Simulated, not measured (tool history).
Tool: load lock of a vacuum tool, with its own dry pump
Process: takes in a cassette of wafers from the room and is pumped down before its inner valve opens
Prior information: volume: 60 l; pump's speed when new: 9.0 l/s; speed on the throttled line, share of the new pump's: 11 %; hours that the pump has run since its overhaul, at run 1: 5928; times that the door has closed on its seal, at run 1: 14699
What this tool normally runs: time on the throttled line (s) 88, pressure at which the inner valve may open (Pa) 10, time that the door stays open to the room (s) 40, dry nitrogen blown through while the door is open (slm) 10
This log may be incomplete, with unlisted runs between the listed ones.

run,hour,time on the throttled line (s),pressure at which the inner valve may open (Pa),time that the door stays open to the room (s),dry nitrogen blown through while the door is open (slm),hours that the pump has run since its overhaul,times that the door has closed on its seal,"incoming humidity of the room's air, %",time from the closed door until the inner valve may open (s),rise of the pressure with all valves shut (Pa/min)
1,0.0,88,10,40,10,5928,14699,45.2,142.7,0.193
2,289.7,88,10,40,10,6218,15131,46.8,142.5,0.204
3,438.8,88,10,40,10,6367,15353,43.4,142.2,0.207
4,607.1,88,10,40,10,6535,15604,39.7,143.8,0.212
5,728.5,88,10,40,10,6657,15785,47.2,142.7,0.209
6,985.6,88,10,40,10,6914,16168,46.6,143.6,0.217
7,1228.2,88,10,40,10,7156,16530,43.4,143.5,0.230
8,1482.8,88,10,40,10,7411,16909,44.0,143.2,0.237
9,1633.4,88,10,40,10,7562,17134,45.0,143.9,0.248
10,1844.5,88,10,72,10,7773,17448,44.0,143.8,0.261
11,2109.6,88,10,40,10,8038,17844,43.2,143.4,0.259
12,2246.0,166,10,40,10,8174,18047,47.3,211.4,0.264
13,2465.8,78,10,40,10,8394,18375,45.3,135.5,0.271
14,2692.8,174,10,40,10,8621,18713,46.0,219.1,0.281
15,2837.3,174,10,40,10,8766,18928,45.4,219.2,0.280
16,3125.7,174,10,40,10,9054,19358,48.5,220.1,0.296
17,3261.1,123,10,40,22,9189,19560,44.2,174.8,0.288
18,3509.4,123,10,40,22,9438,19930,47.6,174.1,0.304
19,3724.8,88,10,76,10,9653,20251,45.9,145.5,0.309
20,4015.4,65,10,163,27,9944,20685,43.1,125.0,0.325
21,4185.7,53,10,46,16,10114,20938,46.7,114.9,0.329
22,4336.8,88,19,84,27,10265,21164,44.7,140.9,0.335
23,4506.5,88,19,33,44,10435,21417,47.2,140.9,0.319

Each row is a separate what-if for the run after 23, all from the same tool condition, not one after another. Results?
A,4806.0,64,16,239,10,10734,21863,48.9,?,?
B,4806.0,88,19,32,16,10734,21863,44.4,?,?
C,4806.0,54,10,100,21,10734,21863,45.2,?,?

run,time from the closed door until the inner valve may open (s),rise of the pressure with all valves shut (Pa/min)
A,121.3,0.355
B,140.9,0.349
C,116.4,0.347
Without the tool's unlogged condition, the same runs would have read:
run,time from the closed door until the inner valve may open (s),rise of the pressure with all valves shut (Pa/min)
A,115.8,0.026
B,135.9,0.009
C,110.5,0.015

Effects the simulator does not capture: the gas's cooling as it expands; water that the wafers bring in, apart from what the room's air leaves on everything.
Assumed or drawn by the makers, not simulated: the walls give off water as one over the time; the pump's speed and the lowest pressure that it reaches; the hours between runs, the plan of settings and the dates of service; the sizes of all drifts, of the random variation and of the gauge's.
